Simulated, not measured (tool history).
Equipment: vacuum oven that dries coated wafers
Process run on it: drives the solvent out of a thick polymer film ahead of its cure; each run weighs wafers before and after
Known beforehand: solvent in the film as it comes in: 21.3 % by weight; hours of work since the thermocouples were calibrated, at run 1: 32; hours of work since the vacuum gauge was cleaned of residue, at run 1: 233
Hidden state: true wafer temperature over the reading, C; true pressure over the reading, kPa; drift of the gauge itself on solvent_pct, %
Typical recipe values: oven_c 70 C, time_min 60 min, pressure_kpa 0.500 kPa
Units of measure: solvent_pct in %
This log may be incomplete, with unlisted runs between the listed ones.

run   hour  oven_c  time_min  pressure_kpa  hours of work since the thermocouples were calibrated  hours of work since the vacuum gauge was cleaned of residue  solvent_pct
  1    0.0      70        60         0.500                                                     32                                                          233         3.77
  2   20.0      70        60         0.500                                                     41                                                          242         3.59
  3   32.2      70        60         0.500                                                     47                                                          248         3.57
  4   52.6      70        60         0.500                                                     57                                                          258         3.64
  5   62.1      70        60         0.500                                                     61                                                          262         3.66
  6   78.3      82        60         0.500                                                     69                                                          270         0.82
  7   97.0      82        60         0.500                                                     78                                                          279         0.72
  8  119.0      81        60         0.500                                                     88                                                          290         0.99
  9  129.1      70        60         0.313                                                     93                                                          294         3.62
 10  142.5      70        60         0.313                                                    100                                                          301         3.64
 11  154.8      70        60         0.500                                                    105                                                          307         3.58
 12  172.9      70        60         0.500                                                    114                                                          315         3.64
 13  195.5      70        60         0.500                                                    125                                                          326         3.58
 14  218.0      70        60         0.500                                                    136                                                          337         3.54
 15  230.9      70        60         0.500                                                    142                                                          343         3.54
 16  250.9      70        60         0.500                                                    151                                                          352         3.64
     254.8  -- oven's thermocouples calibrated
 17  264.2      57        72         0.667                                                      4                                                          358         7.42
 18  277.2      57        72         0.667                                                     11                                                          364         7.39
 19  297.6      63        77         1.497                                                     20                                                          374         4.86
 20  315.1      63        77         1.497                                                     29                                                          382         4.83
 21  333.6      63        75         1.497                                                     38                                                          391         4.99
 22  346.3      63        60         0.348                                                     44                                                          397         6.14
     360.7  -- oven's thermocouples calibrated, once more
 23  366.4      62        60         1.371                                                      3                                                          406         6.93
 24  376.1      63        60         0.906                                                      7                                                          410         6.41
 25  397.0      63        60         0.906                                                     17                                                          420         6.32
 26  406.3      69        40         0.956                                                     22                                                          425         6.57
 27  428.5      68        39         1.339                                                     32                                                          435         7.11

Alternative continuations, all from the tool just after run 27; predict every row:
  A  441.4      73        37         0.792                                                     38                                                          441            ?
  B  441.4      56        60         0.500                                                     38                                                          441            ?
  C  441.4      62        60         0.349                                                     38                                                          441            ?
  D  441.4      68        62         0.274                                                     38                                                          441            ?
  E  441.4      58        31         1.667                                                     38                                                          441            ?

run  solvent_pct
  A         5.61
  B         9.08
  C         6.62
  D         4.11
  E        12.10
With no hidden state in the tool, these same runs would have given:
run  solvent_pct
  A         5.64
  B         9.11
  C         6.65
  D         4.13
  E        12.12
